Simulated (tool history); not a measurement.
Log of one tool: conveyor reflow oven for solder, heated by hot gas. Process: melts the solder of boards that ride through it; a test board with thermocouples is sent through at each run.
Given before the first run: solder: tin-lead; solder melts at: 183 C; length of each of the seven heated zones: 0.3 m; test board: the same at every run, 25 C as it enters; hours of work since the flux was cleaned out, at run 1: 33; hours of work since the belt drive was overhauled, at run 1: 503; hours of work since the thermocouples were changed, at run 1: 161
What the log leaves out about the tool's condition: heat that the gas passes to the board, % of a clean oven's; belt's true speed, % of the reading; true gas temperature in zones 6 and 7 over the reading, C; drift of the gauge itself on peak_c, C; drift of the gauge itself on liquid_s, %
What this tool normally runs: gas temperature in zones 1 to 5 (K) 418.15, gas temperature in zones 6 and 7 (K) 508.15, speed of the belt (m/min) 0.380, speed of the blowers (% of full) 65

run     day  gas temperature in zones 1 to 5 (K)  gas temperature in zones 6 and 7 (K)  speed of the belt (m/min)  speed of the blowers (% of full)  hours of work since the flux was cleaned out  hours of work since the belt drive was overhauled  hours of work since the thermocouples were changed  highest temperature of the board (K)  time above the solder's melting point (s)
  1   0.000                               418.15                                508.15                      0.380                                65                                            33                                                503                                                 161                                490.05                                       74.4
  2   0.842                               418.15                                508.15                      0.380                                65                                            44                                                514                                                 172                                490.15                                       73.8
  3   1.996                               418.15                                508.15                      0.380                                65                                            60                                                530                                                 188                                489.75                                       73.9
  4   3.821                               418.15                                508.15                      0.380                                65                                            85                                                555                                                 213                                489.65                                       73.5
  5   5.004                               418.15                                508.15                      0.380                                65                                           101                                                571                                                 229                                489.45                                       73.4
  6   6.583                               418.15                                508.15                      0.380                                65                                           123                                                593                                                 251                                488.95                                       73.2
  7   8.117                               418.15                                508.15                      0.380                                65                                           144                                                614                                                 272                                488.85                                       73.4
  8   8.958                               418.15                                508.15                      0.425                                65                                           156                                                626                                                 284                                485.25                                       60.4
  9  10.104                               418.15                                508.15                      0.380                                86                                           171                                                641                                                 299                                493.35                                       78.1
 10  11.592                               418.15                                508.15                      0.380                                86                                           192                                                662                                                 320                                492.95                                       78.2
 11  12.642                               418.15                                508.15                      0.328                                65                                           206                                                676                                                 334                                493.05                                       90.4
 12  14.021                               418.15                                508.15                      0.365                                65                                           225                                                695                                                 353                                489.35                                       76.9
     14.988  -- flux residue cleaned out of gas plates and filters
 13  15.671                               418.15                                508.15                      0.310                                56                                             9                                                715                                                 373                                492.95                                       95.8
 14  16.604                               418.15                                508.15                      0.310                                56                                            22                                                728                                                 386                                492.85                                       95.6
 15  18.296                               405.15                                497.15                      0.385                                58                                            45                                                751                                                 409                                474.05                                       46.9
 16  19.367                               405.15                                497.15                      0.385                                58                                            60                                                766                                                 424                                474.45                                       46.7
 17  20.212                               418.15                                510.15                      0.380                                76                                            72                                                777                                                 435                                493.15                                       77.9
 18  21.388                               418.15                                510.15                      0.380                                76                                            88                                                793                                                 451                                492.95                                       78.0
 19  22.167                               418.15                                509.15                      0.380                                54                                            99                                                804                                                 462                                486.25                                       69.0
 20  23.546                               418.15                                509.15                      0.380                                54                                           117                                                823                                                 481                                485.95                                       69.1

Alternative continuations, all from the tool just after run 20; predict every row:
  A  24.825                               431.15                                499.15                      0.380                                65                                           135                                                841                                                 499                                     ?                                          ?
  B  24.825                               418.15                                521.15                      0.371                                65                                           135                                                841                                                 499                                     ?                                          ?
  C  24.825                               418.15                                509.15                      0.426                                54                                           135                                                841                                                 499                                     ?                                          ?

run  highest temperature of the board (K)  time above the solder's melting point (s)
  A                                483.25                                       75.1
  B                                500.05                                       85.5
  C                                481.55                                       55.4
With the hidden condition removed and each run's random variation left untouched, the same runs would have given:
run  highest temperature of the board (K)  time above the solder's melting point (s)
  A                                485.35                                       76.3
  B                                502.35                                       85.8
  C                                483.55                                       57.0
